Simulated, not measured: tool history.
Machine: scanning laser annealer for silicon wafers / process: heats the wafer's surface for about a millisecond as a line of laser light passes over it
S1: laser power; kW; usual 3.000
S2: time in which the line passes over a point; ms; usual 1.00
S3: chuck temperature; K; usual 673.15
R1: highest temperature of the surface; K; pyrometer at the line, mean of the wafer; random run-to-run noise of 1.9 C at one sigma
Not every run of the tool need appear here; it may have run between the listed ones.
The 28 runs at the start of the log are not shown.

{"day": 7.567, "done": "window over the wafer cleaned"}
{"run": 29, "day": 7.692, "S1": 3.093, "S2": 1.14, "S3": 654.15, "R1": 1586.15}
{"run": 30, "day": 7.888, "S1": 2.891, "S2": 1.14, "S3": 654.15, "R1": 1515.15}
{"run": 31, "day": 8.242, "S1": 3.0, "S2": 0.92, "S3": 673.15, "R1": 1468.15}
{"run": 32, "day": 8.467, "S1": 3.0, "S2": 1.17, "S3": 673.15, "R1": 1585.15}
{"run": 33, "day": 8.721, "S1": 3.0, "S2": 1.17, "S3": 673.15, "R1": 1584.15}
{"run": 34, "day": 8.954, "S1": 2.926, "S2": 1.08, "S3": 695.15, "R1": 1541.15}
{"run": 35, "day": 9.292, "S1": 2.926, "S2": 1.08, "S3": 695.15, "R1": 1538.15}
{"run": 36, "day": 9.617, "S1": 2.695, "S2": 0.81, "S3": 643.15, "R1": 1296.15}
{"run": 37, "day": 9.908, "S1": 2.695, "S2": 1.21, "S3": 635.15, "R1": 1454.15}
{"run": 38, "day": 10.158, "S1": 2.695, "S2": 1.21, "S3": 635.15, "R1": 1454.15}
{"run": 39, "day": 10.342, "S1": 2.599, "S2": 0.78, "S3": 651.15, "R1": 1260.15}
{"run": 40, "day": 10.617, "S1": 2.599, "S2": 0.78, "S3": 651.15, "R1": 1262.15}

Consider 5 possible next runs. They are alternatives, not a sequence: every one starts from the tool as it was left by run 40. What does each give?
{"run": "A", "day": 10.871, "S1": 2.684, "S2": 0.7, "S3": 654.15, "R1": "?"}
{"run": "B", "day": 10.871, "S1": 3.008, "S2": 1.07, "S3": 704.15, "R1": "?"}
{"run": "C", "day": 10.871, "S1": 3.0, "S2": 1.19, "S3": 673.15, "R1": "?"}
{"run": "D", "day": 10.871, "S1": 3.0, "S2": 0.95, "S3": 664.15, "R1": "?"}
{"run": "E", "day": 10.871, "S1": 2.571, "S2": 0.95, "S3": 657.15, "R1": "?"}

run=A R1=1251.15
run=B R1=1570.15
run=C R1=1589.15
run=D R1=1474.15
run=E R1=1334.15
Take away the tool's hidden state, keep each run's random variation, and the runs would have read:
run=A R1=1259.15
run=B R1=1581.15
run=C R1=1600.15
run=D R1=1484.15
run=E R1=1342.15
